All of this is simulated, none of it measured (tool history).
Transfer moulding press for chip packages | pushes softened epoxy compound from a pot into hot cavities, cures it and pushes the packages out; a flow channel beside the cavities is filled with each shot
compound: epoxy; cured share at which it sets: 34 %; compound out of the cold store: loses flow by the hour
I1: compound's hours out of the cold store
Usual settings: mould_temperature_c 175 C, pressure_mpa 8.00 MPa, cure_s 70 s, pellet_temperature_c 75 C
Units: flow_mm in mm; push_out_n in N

{"run": 1, "day": 0.0, "mould_temperature_c": 175, "pressure_mpa": 8.0, "cure_s": 70, "pellet_temperature_c": 75, "I1": 35.5, "flow_mm": 684, "push_out_n": 451}
{"run": 2, "day": 0.35, "mould_temperature_c": 175, "pressure_mpa": 8.0, "cure_s": 70, "pellet_temperature_c": 85, "I1": 42.8, "flow_mm": 662, "push_out_n": 509}
{"run": 3, "day": 0.888, "mould_temperature_c": 175, "pressure_mpa": 8.0, "cure_s": 70, "pellet_temperature_c": 75, "I1": 13.7, "flow_mm": 753, "push_out_n": 622}
{"run": 4, "day": 1.212, "mould_temperature_c": 175, "pressure_mpa": 8.0, "cure_s": 70, "pellet_temperature_c": 75, "I1": 17.1, "flow_mm": 746, "push_out_n": 678}
{"run": 5, "day": 1.762, "mould_temperature_c": 175, "pressure_mpa": 8.0, "cure_s": 70, "pellet_temperature_c": 75, "I1": 11.9, "flow_mm": 758, "push_out_n": 731}
{"run": 6, "day": 2.338, "mould_temperature_c": 175, "pressure_mpa": 8.0, "cure_s": 62, "pellet_temperature_c": 75, "I1": 36.1, "flow_mm": 672, "push_out_n": 990}
{"day": 2.638, "done": "cavities cleaned with cleaning compound and waxed"}
{"run": 7, "day": 2.775, "mould_temperature_c": 175, "pressure_mpa": 8.0, "cure_s": 62, "pellet_temperature_c": 75, "I1": 14.0, "flow_mm": 740, "push_out_n": 696}
{"day": 3.288, "done": "plunger's sealing rings changed"}
{"run": 8, "day": 3.45, "mould_temperature_c": 173, "pressure_mpa": 8.0, "cure_s": 70, "pellet_temperature_c": 75, "I1": 24.3, "flow_mm": 745, "push_out_n": 626}
{"run": 9, "day": 3.796, "mould_temperature_c": 175, "pressure_mpa": 8.0, "cure_s": 70, "pellet_temperature_c": 75, "I1": 22.5, "flow_mm": 751, "push_out_n": 620}
{"run": 10, "day": 4.183, "mould_temperature_c": 175, "pressure_mpa": 8.0, "cure_s": 70, "pellet_temperature_c": 75, "I1": 9.2, "flow_mm": 793, "push_out_n": 666}
{"run": 11, "day": 4.508, "mould_temperature_c": 175, "pressure_mpa": 8.0, "cure_s": 64, "pellet_temperature_c": 75, "I1": 17.1, "flow_mm": 754, "push_out_n": 829}
{"run": 12, "day": 5.012, "mould_temperature_c": 175, "pressure_mpa": 8.0, "cure_s": 64, "pellet_temperature_c": 75, "I1": 43.0, "flow_mm": 673, "push_out_n": 820}
{"run": 13, "day": 5.433, "mould_temperature_c": 175, "pressure_mpa": 8.0, "cure_s": 64, "pellet_temperature_c": 75, "I1": 31.7, "flow_mm": 708, "push_out_n": 895}
{"day": 5.638, "done": "cavities cleaned with cleaning compound and waxed"}
{"run": 14, "day": 6.0, "mould_temperature_c": 174, "pressure_mpa": 7.78, "cure_s": 88, "pellet_temperature_c": 75, "I1": 33.3, "flow_mm": 698, "push_out_n": 358}
{"run": 15, "day": 6.512, "mould_temperature_c": 174, "pressure_mpa": 7.78, "cure_s": 88, "pellet_temperature_c": 75, "I1": 18.8, "flow_mm": 741, "push_out_n": 437}
{"run": 16, "day": 6.971, "mould_temperature_c": 175, "pressure_mpa": 6.97, "cure_s": 69, "pellet_temperature_c": 75, "I1": 39.8, "flow_mm": 638, "push_out_n": 610}
{"run": 17, "day": 7.671, "mould_temperature_c": 168, "pressure_mpa": 6.97, "cure_s": 59, "pellet_temperature_c": 70, "I1": 13.5, "flow_mm": 726, "push_out_n": 1757}
{"run": 18, "day": 8.275, "mould_temperature_c": 168, "pressure_mpa": 6.97, "cure_s": 59, "pellet_temperature_c": 70, "I1": 21.4, "flow_mm": 699, "push_out_n": 1704}
{"day": 8.533, "done": "cavities cleaned with cleaning compound and waxed"}
{"run": 19, "day": 8.667, "mould_temperature_c": 175, "pressure_mpa": 8.72, "cure_s": 99, "pellet_temperature_c": 66, "I1": 38.7, "flow_mm": 711, "push_out_n": 309}
{"run": 20, "day": 8.979, "mould_temperature_c": 175, "pressure_mpa": 9.77, "cure_s": 70, "pellet_temperature_c": 80, "I1": 33.6, "flow_mm": 757, "push_out_n": 505}
{"run": 21, "day": 9.279, "mould_temperature_c": 171, "pressure_mpa": 8.0, "cure_s": 63, "pellet_temperature_c": 80, "I1": 20.7, "flow_mm": 750, "push_out_n": 958}
{"run": 22, "day": 9.9, "mould_temperature_c": 174, "pressure_mpa": 6.19, "cure_s": 60, "pellet_temperature_c": 79, "I1": 21.3, "flow_mm": 647, "push_out_n": 1046}
{"run": 23, "day": 10.312, "mould_temperature_c": 174, "pressure_mpa": 6.19, "cure_s": 60, "pellet_temperature_c": 79, "I1": 46.5, "flow_mm": 569, "push_out_n": 955}
{"run": 24, "day": 10.712, "mould_temperature_c": 174, "pressure_mpa": 6.19, "cure_s": 60, "pellet_temperature_c": 79, "I1": 18.2, "flow_mm": 647, "push_out_n": 1134}
{"run": 25, "day": 11.046, "mould_temperature_c": 174, "pressure_mpa": 6.19, "cure_s": 93, "pellet_temperature_c": 84, "I1": 26.7, "flow_mm": 624, "push_out_n": 501}
{"day": 11.396, "done": "cavities cleaned with cleaning compound and waxed"}
{"run": 26, "day": 11.696, "mould_temperature_c": 175, "pressure_mpa": 8.0, "cure_s": 70, "pellet_temperature_c": 84, "I1": 10.3, "flow_mm": 761, "push_out_n": 520}

Forecast each of these 3 alternatives for the next run:
{"day": 12.392, "done": "plunger's sealing rings changed"}
{"run": "A", "day": 12.446, "mould_temperature_c": 182, "pressure_mpa": 7.96, "cure_s": 60, "pellet_temperature_c": 84, "I1": 16.2, "flow_mm": "?", "push_out_n": "?"}
{"day": 12.392, "done": "plunger's sealing rings changed"}
{"run": "B", "day": 12.446, "mould_temperature_c": 180, "pressure_mpa": 8.0, "cure_s": 81, "pellet_temperature_c": 77, "I1": 16.9, "flow_mm": "?", "push_out_n": "?"}
{"day": 12.392, "done": "plunger's sealing rings changed"}
{"run": "C", "day": 12.446, "mould_temperature_c": 169, "pressure_mpa": 6.91, "cure_s": 70, "pellet_temperature_c": 75, "I1": 16.0, "flow_mm": "?", "push_out_n": "?"}

run=A flow_mm=764 push_out_n=536
run=B flow_mm=764 push_out_n=410
run=C flow_mm=721 push_out_n=882
Without the tool's hidden state the same runs would have given:
run=A flow_mm=765 push_out_n=423
run=B flow_mm=766 push_out_n=304
run=C flow_mm=723 push_out_n=709
